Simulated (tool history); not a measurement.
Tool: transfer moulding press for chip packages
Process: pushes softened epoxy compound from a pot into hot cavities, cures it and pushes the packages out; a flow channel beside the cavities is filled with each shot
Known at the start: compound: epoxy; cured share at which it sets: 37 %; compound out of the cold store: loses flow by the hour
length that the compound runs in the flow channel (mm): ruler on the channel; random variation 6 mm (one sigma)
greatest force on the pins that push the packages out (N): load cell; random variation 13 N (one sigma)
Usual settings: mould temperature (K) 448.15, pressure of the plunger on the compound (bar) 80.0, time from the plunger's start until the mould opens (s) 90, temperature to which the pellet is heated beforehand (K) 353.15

run	day	mould temperature (K)	pressure of the plunger on the compound (bar)	time from the plunger's start until the mould opens (s)	temperature to which the pellet is heated beforehand (K)	incoming compound's hours out of the cold store	length that the compound runs in the flow channel (mm)	greatest force on the pins that push the packages out (N)
1	0.000	448.15	80.0	90	353.15	43.0	826	600
# day 2.004: cavities cleaned with cleaning compound and waxed
2	3.121	448.15	80.0	90	353.15	46.2	795	804
# day 4.188: cavities cleaned with cleaning compound and waxed
# day 6.196: cavities cleaned with cleaning compound and waxed
3	6.662	448.15	80.0	90	353.15	41.9	799	708
# day 8.458: cavities cleaned with cleaning compound and waxed
# day 10.538: cavities cleaned with cleaning compound and waxed
4	10.771	448.15	80.0	90	353.15	25.1	861	686
# day 12.408: plunger's sealing rings changed
# day 12.633: cavities cleaned with cleaning compound and waxed
5	13.308	448.15	87.7	90	353.15	21.5	1002	752
# day 14.775: cavities cleaned with cleaning compound and waxed
6	16.000	448.15	87.7	90	353.15	37.9	909	846
# day 16.908: cavities cleaned with cleaning compound and waxed
# day 19.042: cavities cleaned with cleaning compound and waxed
7	19.312	440.15	80.0	90	353.15	43.6	861	1096
# day 21.229: cavities cleaned with cleaning compound and waxed
8	21.721	440.15	80.0	90	353.15	44.4	866	1169
# day 23.300: cavities cleaned with cleaning compound and waxed
9	23.692	448.15	80.0	90	353.15	40.5	814	679
# day 25.329: cavities cleaned with cleaning compound and waxed
10	26.979	448.15	80.0	90	353.15	26.7	869	908
# day 27.433: mould's thermocouples calibrated
# day 27.496: cavities cleaned with cleaning compound and waxed
11	28.892	448.15	80.0	90	353.15	19.1	902	860
# day 29.438: cavities cleaned with cleaning compound and waxed
# day 31.525: cavities cleaned with cleaning compound and waxed
# day 31.938: plunger's sealing rings changed
12	32.246	448.15	80.0	90	353.15	33.6	895	684
# day 33.800: cavities cleaned with cleaning compound and waxed
# day 35.788: cavities cleaned with cleaning compound and waxed
13	35.788	448.15	80.0	90	353.15	20.9	937	588
# day 38.058: cavities cleaned with cleaning compound and waxed
# day 38.579: mould's thermocouples calibrated, once more
14	38.733	441.15	80.0	90	353.15	30.9	927	1301
# day 40.125: cavities cleaned with cleaning compound and waxed
15	41.108	441.15	80.0	90	353.15	9.2	1032	1582
# day 42.212: cavities cleaned with cleaning compound and waxed
16	43.746	445.15	80.0	109	345.15	35.1	863	834
# day 44.333: cavities cleaned with cleaning compound and waxed
# day 46.296: cavities cleaned with cleaning compound and waxed
17	46.512	441.15	80.0	109	362.15	33.1	879	755
# day 48.288: cavities cleaned with cleaning compound and waxed
18	48.646	441.15	66.9	120	348.15	46.9	746	668
# day 50.258: cavities cleaned with cleaning compound and waxed
# day 51.279: plunger's sealing rings changed
19	51.583	445.15	72.6	74	347.15	28.9	898	1595
# day 52.300: cavities cleaned with cleaning compound and waxed
# day 54.375: cavities cleaned with cleaning compound and waxed
20	55.233	448.15	80.0	118	353.15	47.2	828	604
# day 56.342: cavities cleaned with cleaning compound and waxed
# day 58.371: cavities cleaned with cleaning compound and waxed
21	58.854	448.15	80.0	118	353.15	37.0	860	575
# day 60.388: cavities cleaned with cleaning compound and waxed
22	61.238	448.15	80.0	118	353.15	15.1	938	608
# day 62.338: cavities cleaned with cleaning compound and waxed
# day 64.433: cavities cleaned with cleaning compound and waxed
23	65.321	448.15	80.0	72	353.15	13.0	952	1350
# day 66.596: cavities cleaned with cleaning compound and waxed
24	67.167	448.15	69.8	113	353.15	32.3	783	589
# day 68.800: cavities cleaned with cleaning compound and waxed
25	69.683	448.15	92.7	90	353.15	38.9	866	772

Forecast each of these 3 alternatives for the next run:
# day 70.433: plunger's sealing rings changed
# day 70.938: cavities cleaned with cleaning compound and waxed
# day 72.888: cavities cleaned with cleaning compound and waxed
A	73.396	448.15	92.7	94	353.15	18.0	?	?
# day 70.433: plunger's sealing rings changed
# day 70.938: cavities cleaned with cleaning compound and waxed
# day 72.888: cavities cleaned with cleaning compound and waxed
B	73.396	448.15	78.9	90	353.15	20.1	?	?
# day 70.433: plunger's sealing rings changed
# day 70.938: cavities cleaned with cleaning compound and waxed
# day 72.888: cavities cleaned with cleaning compound and waxed
C	73.396	448.15	92.7	90	350.15	40.6	?	?

run	length that the compound runs in the flow channel (mm)	greatest force on the pins that push the packages out (N)
A	1035	706
B	963	730
C	922	705
Without the tool's hidden state the same runs would have given:
run	length that the compound runs in the flow channel (mm)	greatest force on the pins that push the packages out (N)
A	1053	613
B	981	636
C	939	611
